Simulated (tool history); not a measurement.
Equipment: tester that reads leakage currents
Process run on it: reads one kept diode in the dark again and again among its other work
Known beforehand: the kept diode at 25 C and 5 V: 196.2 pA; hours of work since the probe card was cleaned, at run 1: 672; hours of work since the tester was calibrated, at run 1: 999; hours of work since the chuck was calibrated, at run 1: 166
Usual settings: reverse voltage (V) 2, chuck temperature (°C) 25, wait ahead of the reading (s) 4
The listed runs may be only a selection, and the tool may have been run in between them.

run	day	reverse voltage (V)	chuck temperature (°C)	wait ahead of the reading (s)	hours of work since the probe card was cleaned	hours of work since the tester was calibrated	hours of work since the chuck was calibrated	current that the tester gives (pA)
1	0	2	25	4	672	999	166	133.59
2	1.717	2	25	4	694	1021	187	133.72
3	3.271	2	25	4	713	1040	207	132.73
4	4.338	2	54	4	727	1054	220	1176.9
5	5.521	2	54	4	742	1069	235	1173.52
6	7.704	2	25	4	769	1096	263	132.64
7	9.296	2	25	4	789	1116	283	132.56
8	11.212	5.19	25	4	813	1140	307	195.95
9	12.646	5.19	25	4	831	1158	325	194.88
10	13.7	5.19	25	4	845	1172	338	193.67
11	15.112	5.19	25	4	862	1189	356	193.41
12	16.612	5.19	27	4	881	1208	375	227.59
13	18.046	5.19	32	4	899	1226	393	339.13
14	20.254	5.51	56	0.6	927	1254	420	2003.49

Subtracting, for every run, the result it would have given without the tool's unlogged condition from the measured result gives the following. The same run-to-run variation enters both numbers; the gauge's scatter may not:
What the log doesn't record here: stray current of the dirty probe card, pA a volt; current scale over the true one, %; true chuck temperature over the reading, C; drift of the gauge itself on leakage_pa, %.
run	current that the tester gives (pA)
1	-2.02
2	-2.29
3	-2.5
4	-23.86
5	-25.06
6	-3.13
7	-3.36
8	-4.61
9	-4.88
10	-5.08
11	-5.4
12	-6.95
13	-11.53
14	-71.6

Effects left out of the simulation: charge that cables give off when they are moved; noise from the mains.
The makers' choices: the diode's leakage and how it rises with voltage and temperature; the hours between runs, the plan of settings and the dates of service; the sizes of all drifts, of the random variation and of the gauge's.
